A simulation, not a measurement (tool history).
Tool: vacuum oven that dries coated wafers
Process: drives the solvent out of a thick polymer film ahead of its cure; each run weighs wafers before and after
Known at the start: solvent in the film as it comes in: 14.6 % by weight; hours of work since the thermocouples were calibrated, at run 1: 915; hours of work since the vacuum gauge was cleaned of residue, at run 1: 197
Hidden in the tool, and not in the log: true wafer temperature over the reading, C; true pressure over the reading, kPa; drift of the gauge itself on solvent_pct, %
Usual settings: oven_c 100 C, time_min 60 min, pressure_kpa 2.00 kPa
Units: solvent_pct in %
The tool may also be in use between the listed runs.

run   hour  oven_c  time_min  pressure_kpa  hours of work since the thermocouples were calibrated  hours of work since the vacuum gauge was cleaned of residue  solvent_pct
  1    0.0     100        60          2.00                                                    915                                                          197         0.88
  2    6.5     100        60          2.00                                                    918                                                          200         0.89
  3   14.7     100        60          2.00                                                    923                                                          205         0.88
  4   22.6     100        60          2.00                                                    927                                                          209         0.83
  5   34.4     100        60          2.00                                                    933                                                          215         0.89
  6   46.4     100        60          2.00                                                    940                                                          222         0.90
  7   56.1     100        60          2.00                                                    945                                                          227         0.85
  8   61.4     110        60          2.00                                                    948                                                          230         0.33
  9   71.3     110        60          2.00                                                    953                                                          235         0.33
 10   80.3     110        60          2.00                                                    958                                                          240         0.31
 11   91.6      86        60          2.00                                                    964                                                          246         3.97
 12  101.3      86        60          2.00                                                    970                                                          252         3.84
 13  106.4      86        60          2.00                                                    972                                                          254         3.89
 14  118.0     100        47          2.00                                                    979                                                          261         1.31
 15  124.3     100        33          2.00                                                    982                                                          264         2.19
 16  130.1     100        60          2.53                                                    985                                                          267         0.98
 17  138.9     100        60          2.53                                                    990                                                          272         0.96
 18  149.3      87        60          2.00                                                    995                                                          277         3.62
 19  159.2      87        60          2.00                                                   1001                                                          283         3.58
 20  166.8      87        60          2.00                                                   1005                                                          287         3.61
 21  174.9     100        60          2.33                                                   1009                                                          291         0.90

The next listed run, before its measurement:
 22  181.7      89        60          1.33                                                   1013                                                          295            ?

solvent_pct: 2.88 %
Without the tool's hidden state the same run would have given solvent_pct 2.84 %.
